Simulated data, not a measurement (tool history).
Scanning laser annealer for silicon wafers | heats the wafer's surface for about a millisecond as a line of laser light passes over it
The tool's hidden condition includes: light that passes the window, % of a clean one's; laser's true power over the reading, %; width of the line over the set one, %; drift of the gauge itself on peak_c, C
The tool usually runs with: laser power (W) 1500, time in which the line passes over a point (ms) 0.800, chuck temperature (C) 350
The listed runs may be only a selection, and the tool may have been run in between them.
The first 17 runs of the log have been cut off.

| run | hour | laser power (W) | time in which the line passes over a point (ms) | chuck temperature (C) | hours of work since the window was cleaned | hours of work since the power meter was calibrated | hours of work since the optics were aligned | highest temperature of the surface (C) |
|---|---|---|---|---|---|---|---|---|
| 18 | 390.2 | 1500 | 0.614 | 350 | 248 | 903 | 1026 | 1020 |
| 19 | 418.0 | 1399 | 0.614 | 350 | 266 | 921 | 1045 | 970 |
| 20 | 433.3 | 1335 | 0.968 | 350 | 277 | 931 | 1055 | 1068 |
| 21 | 454.1 | 1335 | 0.968 | 350 | 291 | 945 | 1069 | 1068 |
| 22 | 485.1 | 1335 | 0.968 | 350 | 311 | 966 | 1090 | 1073 |
| 23 | 500.6 | 1454 | 0.902 | 331 | 322 | 977 | 1100 | 1098 |
| 24 | 521.7 | 1454 | 0.902 | 331 | 336 | 991 | 1115 | 1097 |
| 25 | 545.4 | 1454 | 0.902 | 331 | 352 | 1007 | 1130 | 1095 |
|  | 565.8 | window over the wafer cleaned |
| 26 | 571.0 | 1385 | 0.580 | 350 | 3 | 1022 | 1146 | 954 |
| 27 | 593.2 | 1385 | 0.580 | 350 | 18 | 1037 | 1161 | 952 |
| 28 | 611.0 | 1385 | 0.580 | 379 | 30 | 1049 | 1173 | 977 |
| 29 | 635.5 | 1385 | 0.580 | 379 | 47 | 1066 | 1189 | 981 |
| 30 | 660.3 | 1437 | 0.800 | 342 | 63 | 1082 | 1206 | 1062 |
| 31 | 689.2 | 1321 | 0.809 | 352 | 83 | 1101 | 1225 | 1008 |
| 32 | 705.3 | 1321 | 0.809 | 352 | 93 | 1112 | 1236 | 1008 |
| 33 | 725.7 | 1500 | 0.599 | 373 | 107 | 1126 | 1250 | 1039 |
| 34 | 746.1 | 1586 | 0.800 | 350 | 121 | 1140 | 1263 | 1149 |
| 35 | 769.7 | 1586 | 0.800 | 350 | 137 | 1155 | 1279 | 1152 |
| 36 | 793.8 | 1586 | 0.620 | 322 | 153 | 1172 | 1295 | 1041 |

What if the next run were any one of these 4? Each begins from the tool's condition after run 36:
| A | 812.9 | 1369 | 0.658 | 350 | 165 | 1184 | 1308 | ? |
| B | 812.9 | 1586 | 0.617 | 322 | 165 | 1184 | 1308 | ? |
| C | 812.9 | 1570 | 0.717 | 385 | 165 | 1184 | 1308 | ? |
| D | 812.9 | 1363 | 0.572 | 351 | 165 | 1184 | 1308 | ? |

| run | highest temperature of the surface (C) |
|---|---|
| A | 974 |
| B | 1041 |
| C | 1141 |
| D | 935 |
Stripped of hidden state, with their random variation kept, the same runs would have yielded:
| run | highest temperature of the surface (C) |
|---|---|
| A | 974 |
| B | 1042 |
| C | 1142 |
| D | 936 |
